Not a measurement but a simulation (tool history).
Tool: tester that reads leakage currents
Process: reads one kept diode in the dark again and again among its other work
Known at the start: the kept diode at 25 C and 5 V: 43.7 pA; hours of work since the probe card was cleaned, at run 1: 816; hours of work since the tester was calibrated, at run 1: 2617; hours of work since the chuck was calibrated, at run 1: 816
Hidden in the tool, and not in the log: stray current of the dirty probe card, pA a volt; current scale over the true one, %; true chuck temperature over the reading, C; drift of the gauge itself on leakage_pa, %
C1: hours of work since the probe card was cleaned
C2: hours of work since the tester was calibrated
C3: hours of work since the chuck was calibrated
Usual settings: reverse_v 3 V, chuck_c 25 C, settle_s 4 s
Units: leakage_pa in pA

Run 1, hour 0: usual settings; C1 816; C2 2617; C3 816. Result: leakage_pa 33.53 pA.
Run 2, hour 116.1: usual settings but reverse_v 15.18 V; C1 885; C2 2687; C3 885. Result: leakage_pa 79.26 pA.
Run 3, hour 290.7: usual settings but reverse_v 15.18 V, settle_s 0.4 s; C1 989; C2 2791; C3 989. Result: leakage_pa 80.34 pA.
Run 4, hour 482.2: usual settings but reverse_v 15.18 V, settle_s 0.4 s; C1 1103; C2 2905; C3 1103. Result: leakage_pa 80.28 pA.
Run 5, hour 736.5: usual settings but reverse_v 15.18 V, settle_s 0.4 s; C1 1255; C2 3056; C3 1255. Result: leakage_pa 80.39 pA.
Run 6, hour 880.2: usual settings but reverse_v 15.18 V, settle_s 0.4 s; C1 1340; C2 3142; C3 1340. Result: leakage_pa 80.25 pA.
Run 7, hour 1143.5: usual settings but reverse_v 15.18 V, settle_s 0.4 s; C1 1497; C2 3298; C3 1497. Result: leakage_pa 80.79 pA.
Run 8, hour 1330.2: usual settings but reverse_v 15.18 V, settle_s 0.4 s; C1 1608; C2 3410; C3 1608. Result: leakage_pa 80.4 pA.
Run 9, hour 1446.8: usual settings but reverse_v 15.18 V, settle_s 0.4 s; C1 1678; C2 3479; C3 1678. Result: leakage_pa 80.15 pA.
Run 10, hour 1647.7: usual settings but settle_s 2.63 s; C1 1797; C2 3599; C3 1797. Result: leakage_pa 33.65 pA.
Run 11, hour 1832.6: usual settings but reverse_v 2.62 V; C1 1908; C2 3709; C3 1908. Result: leakage_pa 31.11 pA.
Run 12, hour 1951.3: usual settings but reverse_v 2.62 V; C1 1978; C2 3779; C3 1978. Result: leakage_pa 31.33 pA.
Run 13, hour 2212.7: usual settings but reverse_v 2.62 V; C1 2134; C2 3935; C3 2134. Result: leakage_pa 31.21 pA.
Run 14, hour 2347.4: usual settings but reverse_v 2.62 V; C1 2214; C2 4015; C3 2214. Result: leakage_pa 31.29 pA.
At hour 2426.6: chuck's temperature calibrated.
Run 15, hour 2558.8: usual settings but reverse_v 2.62 V; C1 2339; C2 4140; C3 79. Result: leakage_pa 31.28 pA.
Run 16, hour 2705.4: usual settings; C1 2426; C2 4227; C3 166. Result: leakage_pa 33.52 pA.
Run 17, hour 2963.8: usual settings; C1 2580; C2 4381; C3 320. Result: leakage_pa 33.71 pA.
Run 18, hour 3078.2: usual settings but reverse_v 4.48 V; C1 2648; C2 4449; C3 388. Result: leakage_pa 41.56 pA.
Run 19, hour 3252.5: usual settings but reverse_v 6.19 V, chuck_c 41 C; C1 2752; C2 4553; C3 492. Result: leakage_pa 207.33 pA.
Run 20, hour 3475.3: usual settings but reverse_v 6.19 V, chuck_c 41 C; C1 2885; C2 4686; C3 625. Result: leakage_pa 205.88 pA.
Run 21, hour 3671.4: usual settings but reverse_v 6.19 V, chuck_c 41 C; C1 3001; C2 4803; C3 741. Result: leakage_pa 204.95 pA.
Run 22, hour 3865.9: usual settings but reverse_v 6.19 V, chuck_c 41 C; C1 3117; C2 4918; C3 857. Result: leakage_pa 205.85 pA.
Run 23, hour 4069.5: usual settings but reverse_v 1.91 V, chuck_c 45 C, settle_s 6.15 s; C1 3238; C2 5040; C3 978. Result: leakage_pa 155.44 pA.
Run 24, hour 4234.8: usual settings but reverse_v 1.91 V, chuck_c 45 C, settle_s 6.15 s; C1 3337; C2 5138; C3 1077. Result: leakage_pa 154.64 pA.
At hour 4334.4: probe card cleaned and baked.
At hour 4349.4: tester calibrated.
Run 25, hour 4424.8: usual settings but reverse_v 1.91 V, chuck_c 45 C, settle_s 6.15 s; C1 53; C2 45; C3 1187. Result: leakage_pa 155.06 pA.
Run 26, hour 4553.7: usual settings but reverse_v 1.91 V, chuck_c 45 C, settle_s 6.15 s; C1 129; C2 122; C3 1264. Result: leakage_pa 155.05 pA.
Run 27, hour 4806.8: usual settings but reverse_v 11.6 V, chuck_c 22 C, settle_s 0.38 s; C1 280; C2 272; C3 1414. Result: leakage_pa 52.77 pA.
Run 28, hour 5064.7: usual settings but reverse_v 11.6 V, chuck_c 22 C, settle_s 0.38 s; C1 434; C2 426; C3 1568. Result: leakage_pa 52.65 pA.
Run 29, hour 5194.2: usual settings but reverse_v 4.01 V, chuck_c 22 C, settle_s 0.41 s; C1 511; C2 503; C3 1645. Result: leakage_pa 29.81 pA.
Run 30, hour 5384.6: usual settings but reverse_v 2.66 V, chuck_c 43 C, settle_s 8.02 s; C1 624; C2 616; C3 1759. Result: leakage_pa 156.12 pA.
Run 31, hour 5549.2: usual settings but reverse_v 2.66 V, chuck_c 43 C, settle_s 8.02 s; C1 722; C2 714; C3 1857. Result: leakage_pa 156.25 pA.
Run 32, hour 5762.6: usual settings but reverse_v 2.66 V, chuck_c 43 C, settle_s 8.02 s; C1 849; C2 842; C3 1984. Result: leakage_pa 157.1 pA.
Run 33, hour 5957.2: usual settings but settle_s 0.8 s; C1 965; C2 957; C3 2100. Result: leakage_pa 33.77 pA.
Run 34, hour 6212.6: usual settings but settle_s 0.8 s; C1 1117; C2 1110; C3 2252. Result: leakage_pa 33.65 pA.
At hour 6235.7: chuck's temperature calibrated.
Run 35, hour 6439.1: usual settings but reverse_v 7.75 V, chuck_c 34 C, settle_s 1.75 s; C1 1251; C2 1243; C3 121. Result: leakage_pa 126.07 pA.
Run 36, hour 6637.3: usual settings but reverse_v 1.77 V; C1 1369; C2 1361; C3 239. Result: leakage_pa 25.34 pA.

Forecast each of these 3 alternatives for the next run:
Run A, hour 6807.4: usual settings but reverse_v 11.34 V; C1 1470; C2 1463; C3 340. Result: leakage_pa ?.
Run B, hour 6807.4: usual settings but reverse_v 1.77 V, settle_s 7.79 s; C1 1470; C2 1463; C3 340. Result: leakage_pa ?.
Run C, hour 6807.4: usual settings but reverse_v 11 V, chuck_c 24 C, settle_s 3.47 s; C1 1470; C2 1463; C3 340. Result: leakage_pa ?.

run  leakage_pa
  A       67.66
  B       25.36
  C       60.65
Without the tool's hidden state the same runs would have given:
run  leakage_pa
  A       67.61
  B       25.35
  C        60.6
